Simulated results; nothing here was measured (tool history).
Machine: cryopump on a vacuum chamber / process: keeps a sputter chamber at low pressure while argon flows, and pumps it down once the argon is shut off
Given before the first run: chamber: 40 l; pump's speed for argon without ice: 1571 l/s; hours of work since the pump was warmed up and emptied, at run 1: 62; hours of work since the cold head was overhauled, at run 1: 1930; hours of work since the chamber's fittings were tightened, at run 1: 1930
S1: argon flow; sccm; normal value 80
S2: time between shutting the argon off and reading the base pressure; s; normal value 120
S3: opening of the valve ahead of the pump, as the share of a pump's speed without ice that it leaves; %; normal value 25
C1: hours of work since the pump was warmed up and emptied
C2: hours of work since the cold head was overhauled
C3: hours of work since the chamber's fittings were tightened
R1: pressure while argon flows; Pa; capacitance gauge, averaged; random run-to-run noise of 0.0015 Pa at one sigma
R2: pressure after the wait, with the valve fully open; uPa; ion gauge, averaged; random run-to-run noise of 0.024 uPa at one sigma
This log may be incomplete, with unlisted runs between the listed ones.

{"run": 1, "hour": 0.0, "S1": 80, "S2": 120, "S3": 25, "C1": 62, "C2": 1930, "C3": 1930, "R1": 0.3514, "R2": 2.3}
{"run": 2, "hour": 76.2, "S1": 80, "S2": 120, "S3": 25, "C1": 113, "C2": 1982, "C3": 1982, "R1": 0.3548, "R2": 2.26}
{"run": 3, "hour": 157.6, "S1": 80, "S2": 120, "S3": 25, "C1": 168, "C2": 2037, "C3": 2037, "R1": 0.3584, "R2": 2.39}
{"run": 4, "hour": 259.2, "S1": 80, "S2": 120, "S3": 25, "C1": 237, "C2": 2105, "C3": 2105, "R1": 0.3624, "R2": 2.48}
{"run": 5, "hour": 342.7, "S1": 80, "S2": 120, "S3": 25, "C1": 293, "C2": 2162, "C3": 2162, "R1": 0.3664, "R2": 2.67}
{"run": 6, "hour": 384.7, "S1": 38, "S2": 120, "S3": 23, "C1": 321, "C2": 2190, "C3": 2190, "R1": 0.1877, "R2": 2.66}
{"run": 7, "hour": 446.3, "S1": 80, "S2": 69, "S3": 32, "C1": 363, "C2": 2232, "C3": 2232, "R1": 0.2961, "R2": 3.36}
{"run": 8, "hour": 504.5, "S1": 80, "S2": 120, "S3": 60, "C1": 402, "C2": 2271, "C3": 2271, "R1": 0.173, "R2": 2.91}
{"hour": 547.7, "done": "pump warmed up, emptied and cooled again"}
{"run": 9, "hour": 585.0, "S1": 80, "S2": 120, "S3": 60, "C1": 25, "C2": 2322, "C3": 2322, "R1": 0.1472, "R2": 2.49}
{"run": 10, "hour": 672.2, "S1": 39, "S2": 63, "S3": 32, "C1": 84, "C2": 2381, "C3": 2381, "R1": 0.1338, "R2": 3.16}

Consider 5 possible next runs. They are alternatives, not a sequence: every one starts from the tool as it was left by run 10. What does each give?
{"run": "A", "hour": 773.3, "S1": 80, "S2": 120, "S3": 28, "C1": 152, "C2": 2449, "C3": 2449, "R1": "?", "R2": "?"}
{"run": "B", "hour": 773.3, "S1": 94, "S2": 181, "S3": 32, "C1": 152, "C2": 2449, "C3": 2449, "R1": "?", "R2": "?"}
{"run": "C", "hour": 773.3, "S1": 160, "S2": 120, "S3": 35, "C1": 152, "C2": 2449, "C3": 2449, "R1": "?", "R2": "?"}
{"run": "D", "hour": 773.3, "S1": 40, "S2": 22, "S3": 32, "C1": 152, "C2": 2449, "C3": 2449, "R1": "?", "R2": "?"}
{"run": "E", "hour": 773.3, "S1": 39, "S2": 279, "S3": 32, "C1": 152, "C2": 2449, "C3": 2449, "R1": "?", "R2": "?"}

run=A R1=0.3182 R2=2.67
run=B R1=0.3248 R2=2.47
run=C R1=0.5153 R2=2.77
run=D R1=0.1401 R2=5.89
run=E R1=0.1366 R2=2.35
Without the tool's hidden state the same runs would have given:
run=A R1=0.3072 R2=0.88
run=B R1=0.3121 R2=0.67
run=C R1=0.4932 R2=0.93
run=D R1=0.1346 R2=4.10
run=E R1=0.1313 R2=0.52

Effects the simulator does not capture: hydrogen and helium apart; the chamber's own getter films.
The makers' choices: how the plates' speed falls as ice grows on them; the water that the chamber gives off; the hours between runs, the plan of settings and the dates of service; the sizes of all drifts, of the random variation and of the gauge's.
